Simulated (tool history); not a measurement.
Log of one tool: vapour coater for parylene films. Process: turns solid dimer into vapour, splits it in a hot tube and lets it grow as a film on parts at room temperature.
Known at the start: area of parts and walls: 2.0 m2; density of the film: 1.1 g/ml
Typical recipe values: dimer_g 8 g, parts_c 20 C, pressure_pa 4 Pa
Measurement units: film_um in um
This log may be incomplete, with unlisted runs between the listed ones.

run,day,dimer_g,parts_c,pressure_pa,film_um
1,0,8,20,4,2.049
2,1.017,8,20,4,2.041
3,2.279,8,20,4,2.034
4,3.279,6,20,4,1.516
5,4.35,6,31,4,0.939
6,5.117,6,31,4,0.938
7,6.329,6,31,4,0.943
8,7.342,7,31,4,1.096
9,8.362,8,20,4,2.001
10,8.9,8,20,4,2.013
11,9.725,8,20,6.08,1.924
12,10.921,8,14,4,2.585
13,11.8,8,14,4,2.59
14,13.067,8,14,4,2.556
15,14.254,8,14,4,2.577
# day 14.508: trap's valve overhauled
16,15.279,8,14,4,2.488
17,16.292,8,14,5.77,2.366
18,17.167,5,25,2.29,1.011
19,17.967,5,25,2.29,1.006
20,19.054,5,25,2.29,1.007
21,19.788,5,25,2.29,1.004
22,20.679,8,13,4,2.547
# day 21.033: trap's valve overhauled, once more
23,21.692,8,13,4,2.828

Expected results for the next run?
24,22.429,8,29,7.51,?

{"run 24": {"film_um": 1.307}}
Without the tool's hidden state the same run would have given film_um 1.343 um.

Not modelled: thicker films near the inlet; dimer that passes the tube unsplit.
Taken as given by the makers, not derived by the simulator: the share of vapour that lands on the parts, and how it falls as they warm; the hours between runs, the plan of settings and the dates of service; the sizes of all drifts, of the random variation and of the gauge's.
